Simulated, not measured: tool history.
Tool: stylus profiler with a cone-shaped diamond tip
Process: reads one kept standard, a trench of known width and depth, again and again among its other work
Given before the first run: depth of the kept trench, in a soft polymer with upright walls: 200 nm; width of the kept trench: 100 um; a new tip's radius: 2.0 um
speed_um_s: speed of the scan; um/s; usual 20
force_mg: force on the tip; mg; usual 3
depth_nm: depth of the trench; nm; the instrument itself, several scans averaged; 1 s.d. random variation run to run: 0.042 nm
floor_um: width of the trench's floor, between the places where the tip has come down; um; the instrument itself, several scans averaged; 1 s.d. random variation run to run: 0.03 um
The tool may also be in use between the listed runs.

run 1 hour=0 | speed_um_s=20 force_mg=3 | depth_nm=201.75 floor_um=98.23
-- hour=57.6 height scale calibrated on a step standard
run 2 hour=85.3 | speed_um_s=20 force_mg=3 | depth_nm=201.79 floor_um=98.15
run 3 hour=185.6 | speed_um_s=20 force_mg=3 | depth_nm=201.71 floor_um=98.15
run 4 hour=297.9 | speed_um_s=20 force_mg=3.22 | depth_nm=201.77 floor_um=98.2
run 5 hour=406.7 | speed_um_s=20 force_mg=3.22 | depth_nm=201.78 floor_um=98.21
run 6 hour=461.7 | speed_um_s=20 force_mg=3.22 | depth_nm=201.74 floor_um=98.23
run 7 hour=559.3 | speed_um_s=20 force_mg=4.52 | depth_nm=202.27 floor_um=98.21
run 8 hour=618.4 | speed_um_s=20 force_mg=4.52 | depth_nm=202.19 floor_um=98.22
run 9 hour=720.6 | speed_um_s=20 force_mg=4.52 | depth_nm=202.2 floor_um=98.13
run 10 hour=803 | speed_um_s=20 force_mg=3 | depth_nm=201.74 floor_um=98.21
run 11 hour=924.9 | speed_um_s=20 force_mg=3 | depth_nm=201.71 floor_um=98.22
run 12 hour=999.6 | speed_um_s=20 force_mg=3 | depth_nm=201.67 floor_um=98.23
run 13 hour=1049.4 | speed_um_s=19 force_mg=4.23 | depth_nm=202.14 floor_um=98.2
run 14 hour=1146.4 | speed_um_s=19 force_mg=4.23 | depth_nm=202.21 floor_um=98.22
run 15 hour=1236.5 | speed_um_s=9 force_mg=2.57 | depth_nm=201.54 floor_um=98.22
run 16 hour=1357.2 | speed_um_s=13 force_mg=5.9 | depth_nm=202.72 floor_um=98.2
run 17 hour=1476.6 | speed_um_s=13 force_mg=5.9 | depth_nm=202.64 floor_um=98.24
run 18 hour=1594.5 | speed_um_s=13 force_mg=4.48 | depth_nm=202.22 floor_um=98.19
run 19 hour=1702.3 | speed_um_s=17 force_mg=2.07 | depth_nm=201.29 floor_um=98.22
run 20 hour=1769.3 | speed_um_s=17 force_mg=2.07 | depth_nm=201.21 floor_um=98.15
-- hour=1834.7 height scale calibrated on a step standard
run 21 hour=1875.9 | speed_um_s=20 force_mg=3.64 | depth_nm=201.94 floor_um=98.22
run 22 hour=1951.2 | speed_um_s=30 force_mg=7.97 | depth_nm=203.25 floor_um=98.22

3 options for the next run, each taken on its own from the tool as it stands now. Forecast them:
run A hour=2027 | speed_um_s=35 force_mg=1.43 | depth_nm=? floor_um=?
run B hour=2027 | speed_um_s=38 force_mg=2.03 | depth_nm=? floor_um=?
run C hour=2027 | speed_um_s=33 force_mg=3 | depth_nm=? floor_um=?

run=A depth_nm=201.02 floor_um=98.13
run=B depth_nm=201.32 floor_um=98.11
run=C depth_nm=201.67 floor_um=98.13
With the hidden condition removed and each run's random variation left untouched, the same runs would have given:
run=A depth_nm=201.02 floor_um=98.14
run=B depth_nm=201.32 floor_um=98.12
run=C depth_nm=201.67 floor_um=98.14
